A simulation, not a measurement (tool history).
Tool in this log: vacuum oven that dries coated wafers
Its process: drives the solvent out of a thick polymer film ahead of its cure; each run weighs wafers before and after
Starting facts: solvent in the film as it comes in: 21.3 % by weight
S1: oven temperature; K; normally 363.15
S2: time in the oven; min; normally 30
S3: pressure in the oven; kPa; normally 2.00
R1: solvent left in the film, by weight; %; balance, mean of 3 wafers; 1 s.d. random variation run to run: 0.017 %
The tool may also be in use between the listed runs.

run 1 hour=0.0 | S1=363.15 S2=30 S3=2.00 | R1=2.80
run 2 hour=9.9 | S1=376.15 S2=30 S3=2.00 | R1=0.60
run 3 hour=20.2 | S1=376.15 S2=30 S3=2.00 | R1=0.61
run 4 hour=28.5 | S1=376.15 S2=30 S3=2.00 | R1=0.60
run 5 hour=41.3 | S1=376.15 S2=30 S3=2.00 | R1=0.57
run 6 hour=48.6 | S1=363.15 S2=30 S3=2.00 | R1=2.80
run 7 hour=56.1 | S1=363.15 S2=30 S3=2.00 | R1=2.79
run 8 hour=66.4 | S1=363.15 S2=30 S3=2.00 | R1=2.79
run 9 hour=80.7 | S1=368.15 S2=51 S3=2.88 | R1=1.09
run 10 hour=87.2 | S1=363.15 S2=16 S3=2.00 | R1=6.15
run 11 hour=95.6 | S1=363.15 S2=16 S3=5.56 | R1=7.19
run 12 hour=105.8 | S1=363.15 S2=22 S3=5.56 | R1=5.49
run 13 hour=117.7 | S1=378.15 S2=31 S3=7.69 | R1=1.86

Predict the results of run 14:
run 14 hour=125.6 | S1=361.15 S2=30 S3=7.00 | R1=?

{"run 14": {"R1": 5.42}}
Take away the tool's hidden state, keep the run-to-run variation as it was, and the same run would have given R1 5.43 %.
